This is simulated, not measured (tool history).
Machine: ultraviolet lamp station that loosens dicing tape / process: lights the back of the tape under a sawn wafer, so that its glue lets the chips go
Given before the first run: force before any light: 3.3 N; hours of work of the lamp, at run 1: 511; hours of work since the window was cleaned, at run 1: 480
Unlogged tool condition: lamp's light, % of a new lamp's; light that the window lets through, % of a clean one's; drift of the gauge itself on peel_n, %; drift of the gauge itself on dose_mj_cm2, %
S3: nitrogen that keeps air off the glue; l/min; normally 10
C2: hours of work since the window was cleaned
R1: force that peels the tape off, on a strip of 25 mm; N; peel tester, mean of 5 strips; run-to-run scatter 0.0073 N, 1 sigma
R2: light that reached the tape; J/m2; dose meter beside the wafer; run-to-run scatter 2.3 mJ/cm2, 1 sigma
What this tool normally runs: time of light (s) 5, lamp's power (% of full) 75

run 1 hour=0.0 | time_of_light_(s)=5 lamp's_power_(%_of_full)=75 S3=10 | hours_of_work_of_the_lamp=511 C2=480 | R1=0.356 R2=1500
run 2 hour=14.9 | time_of_light_(s)=5 lamp's_power_(%_of_full)=72 S3=10 | hours_of_work_of_the_lamp=519 C2=489 | R1=0.344 R2=1490
run 3 hour=30.9 | time_of_light_(s)=5 lamp's_power_(%_of_full)=75 S3=10 | hours_of_work_of_the_lamp=529 C2=498 | R1=0.350 R2=1520
run 4 hour=58.5 | time_of_light_(s)=5 lamp's_power_(%_of_full)=84 S3=10 | hours_of_work_of_the_lamp=545 C2=514 | R1=0.318 R2=1640
run 5 hour=75.9 | time_of_light_(s)=5 lamp's_power_(%_of_full)=84 S3=10 | hours_of_work_of_the_lamp=555 C2=524 | R1=0.311 R2=1660
-- hour=78.4 window cleaned of glue's vapour
run 6 hour=95.1 | time_of_light_(s)=5 lamp's_power_(%_of_full)=84 S3=10 | hours_of_work_of_the_lamp=566 C2=10 | R1=0.376 R2=1460

Run 7, settings as shown, results not yet in. Your forecast:
run 7 hour=108.5 | time_of_light_(s)=2 lamp's_power_(%_of_full)=84 S3=5 | hours_of_work_of_the_lamp=573 C2=17 | R1=? R2=?

R1: 1.345 N
R2: 560 J/m2
If the tool had no hidden condition, the same run with the same run-to-run variation would have returned R1 0.824 N, R2 910 J/m2.

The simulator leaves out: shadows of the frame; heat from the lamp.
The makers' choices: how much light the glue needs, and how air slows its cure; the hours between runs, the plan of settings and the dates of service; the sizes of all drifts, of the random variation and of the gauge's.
